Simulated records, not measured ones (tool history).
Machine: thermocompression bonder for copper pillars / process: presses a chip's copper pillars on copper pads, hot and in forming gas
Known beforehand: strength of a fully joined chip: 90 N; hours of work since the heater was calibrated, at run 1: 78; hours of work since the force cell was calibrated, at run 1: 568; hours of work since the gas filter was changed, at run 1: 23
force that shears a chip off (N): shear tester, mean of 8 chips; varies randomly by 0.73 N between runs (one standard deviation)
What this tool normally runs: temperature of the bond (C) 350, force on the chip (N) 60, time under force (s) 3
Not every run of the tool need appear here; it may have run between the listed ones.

| run | hour | temperature of the bond (C) | force on the chip (N) | time under force (s) | hours of work since the heater was calibrated | hours of work since the force cell was calibrated | hours of work since the gas filter was changed | force that shears a chip off (N) |
|---|---|---|---|---|---|---|---|---|
| 1 | 0.0 | 350 | 60 | 3 | 78 | 568 | 23 | 54.2 |
| 2 | 9.2 | 350 | 60 | 3 | 84 | 573 | 29 | 55.2 |
| 3 | 16.6 | 363 | 60 | 3 | 88 | 578 | 33 | 60.4 |
| 4 | 26.4 | 363 | 60 | 3 | 94 | 584 | 39 | 60.2 |
| 5 | 31.6 | 363 | 60 | 3 | 97 | 587 | 42 | 60.1 |
| 6 | 41.8 | 363 | 60 | 3 | 103 | 593 | 48 | 61.3 |
| 7 | 49.7 | 363 | 60 | 3 | 108 | 598 | 53 | 59.5 |
| 8 | 54.3 | 350 | 60 | 3 | 111 | 600 | 56 | 52.9 |
| 9 | 61.9 | 350 | 60 | 3 | 115 | 605 | 60 | 53.2 |
| 10 | 66.5 | 350 | 60 | 3 | 118 | 608 | 63 | 53.4 |
| 11 | 71.9 | 350 | 60 | 3 | 121 | 611 | 66 | 54.9 |
| 12 | 81.8 | 350 | 60 | 3 | 127 | 617 | 72 | 52.9 |
| 13 | 88.4 | 350 | 46 | 3 | 131 | 621 | 76 | 45.5 |
| 14 | 97.6 | 350 | 63 | 3 | 137 | 626 | 82 | 55.0 |
| 15 | 102.5 | 350 | 55 | 7 | 140 | 629 | 85 | 64.7 |
| 16 | 109.3 | 350 | 55 | 7 | 144 | 633 | 89 | 64.8 |
| 17 | 118.2 | 350 | 60 | 4 | 149 | 639 | 94 | 58.0 |
| 18 | 128.2 | 360 | 60 | 4 | 155 | 645 | 100 | 62.2 |
| 19 | 137.6 | 350 | 71 | 3 | 161 | 650 | 106 | 57.2 |
| 20 | 144.0 | 342 | 39 | 3 | 164 | 654 | 110 | 37.4 |
| 21 | 153.1 | 342 | 39 | 3 | 170 | 660 | 115 | 37.4 |
| 22 | 159.2 | 336 | 39 | 7 | 173 | 663 | 119 | 46.6 |
| 23 | 168.0 | 366 | 83 | 6 | 179 | 669 | 124 | 77.8 |
| 24 | 175.3 | 366 | 83 | 6 | 183 | 673 | 128 | 76.5 |
| 25 | 182.8 | 366 | 83 | 6 | 188 | 677 | 133 | 78.6 |

Measured result minus the same run's result without the hidden state. Both carry the same run-to-run variation, though not necessarily the same gauge scatter:
The hidden state here: true temperature of the bond over the reading, C; force that reaches the chip, % of what is set; oxide that the forming gas leaves, % of the face; drift of the gauge itself on shear_n, %.
| run | force that shears a chip off (N) |
|---|---|
| 1 | +1.2 |
| 2 | +1.1 |
| 3 | +0.9 |
| 4 | +0.8 |
| 5 | +0.7 |
| 6 | +0.6 |
| 7 | +0.4 |
| 8 | +0.5 |
| 9 | +0.4 |
| 10 | +0.4 |
| 11 | +0.3 |
| 12 | +0.3 |
| 13 | +0.3 |
| 14 | +0.0 |
| 15 | -0.3 |
| 16 | -0.5 |
| 17 | -0.3 |
| 18 | -0.7 |
| 19 | -0.6 |
| 20 | -0.1 |
| 21 | -0.2 |
| 22 | -0.5 |
| 23 | -2.4 |
| 24 | -2.4 |
| 25 | -2.6 |

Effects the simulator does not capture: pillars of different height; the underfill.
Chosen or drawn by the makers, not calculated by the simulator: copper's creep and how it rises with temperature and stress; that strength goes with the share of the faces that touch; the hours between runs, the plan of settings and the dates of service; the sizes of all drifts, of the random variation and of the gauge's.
